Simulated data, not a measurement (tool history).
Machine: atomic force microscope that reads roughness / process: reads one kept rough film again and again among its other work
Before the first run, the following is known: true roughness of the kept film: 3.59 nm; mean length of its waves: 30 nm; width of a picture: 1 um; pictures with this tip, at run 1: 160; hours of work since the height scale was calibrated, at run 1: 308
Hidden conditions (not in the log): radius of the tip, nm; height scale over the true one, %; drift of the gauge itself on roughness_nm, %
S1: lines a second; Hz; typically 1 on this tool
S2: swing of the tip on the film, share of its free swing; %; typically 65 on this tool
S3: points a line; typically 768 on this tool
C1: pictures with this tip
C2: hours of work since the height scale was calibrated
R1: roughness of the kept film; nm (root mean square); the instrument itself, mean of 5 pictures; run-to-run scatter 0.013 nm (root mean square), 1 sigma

run	hour	S1	S2	S3	C1	C2	R1
1	0	1	65	768	160	308	3.094
2	8.1	2.62	65	768	176	312	2.894
# hour 18.9: new tip fitted
3	22.3	2.62	65	768	7	320	2.903
4	34.2	2.62	65	768	29	327	2.888
5	43.3	2.62	65	768	47	332	2.907
6	54.3	1	65	768	68	338	3.096
7	62	1	65	768	82	343	3.101
8	74.8	1	65	768	107	350	3.099
9	86.7	0.88	86	656	129	356	2.873
10	100	0.96	67	862	154	364	3.075
11	107.5	1	57	768	169	368	3.149
# hour 121.1: new tip fitted
12	121.5	1.63	79	491	1	376	2.792
13	131.9	1.63	79	491	20	382	2.802

Below are 5 alternative next runs, each starting from the tool's condition after run 13. Predict each:
A	138.2	1.9	90	377	32	385	?
B	138.2	0.61	74	493	32	385	?
C	138.2	1	65	463	32	385	?
D	138.2	1.52	67	502	32	385	?
E	138.2	0.9	71	356	32	385	?

run	R1
A	2.461
B	3.084
C	3.101
D	3.008
E	3.024
Had the tool no hidden state, the same runs would have come out as:
run	R1
A	2.461
B	3.084
C	3.102
D	3.009
E	3.025
